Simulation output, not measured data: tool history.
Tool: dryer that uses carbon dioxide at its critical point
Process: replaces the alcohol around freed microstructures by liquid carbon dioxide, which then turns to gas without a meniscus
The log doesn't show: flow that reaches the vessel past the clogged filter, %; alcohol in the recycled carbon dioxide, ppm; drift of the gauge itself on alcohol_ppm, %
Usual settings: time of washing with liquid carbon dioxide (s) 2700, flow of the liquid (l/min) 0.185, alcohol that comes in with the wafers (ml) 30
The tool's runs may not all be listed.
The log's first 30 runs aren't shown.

run	day	time of washing with liquid carbon dioxide (s)	flow of the liquid (l/min)	alcohol that comes in with the wafers (ml)	hours of work since the filter was changed	hours of work since the purifier's bed was changed	alcohol left in the vessel before it's heated (ppm by volume)
31	15.621	2820	0.224	21	302	387	70
32	16.250	2820	0.224	21	309	395	64
33	16.754	2220	0.143	93	316	401	1174
34	17.333	3480	0.228	52	323	408	71
35	17.704	3060	0.247	30	327	412	74
36	18.046	3060	0.247	30	331	416	75
37	18.717	3540	0.122	30	339	425	150
38	19.354	3540	0.122	30	347	432	148
39	19.892	2580	0.122	80	353	439	1065
40	20.321	2580	0.122	80	359	444	1075
41	21.029	2280	0.295	104	367	452	91
42	21.612	2280	0.295	104	374	459	97
43	21.983	2040	0.270	29	379	464	95
44	22.662	2700	0.272	33	387	472	75
45	23.229	3000	0.227	67	394	479	87
46	23.917	3000	0.227	67	402	487	96
47	24.504	1920	0.227	21	409	494	142

Forecast each of these 4 alternatives for the next run:
A	25.100	2940	0.137	68	416	502	?
B	25.100	2700	0.185	49	416	502	?
C	25.100	3900	0.124	45	416	502	?
D	25.100	1920	0.167	75	416	502	?

run	alcohol left in the vessel before it's heated (ppm by volume)
A	364
B	141
C	138
D	1084
Without the tool's hidden state the same runs would have given:
run	alcohol left in the vessel before it's heated (ppm by volume)
A	143
B	26
C	24
D	586
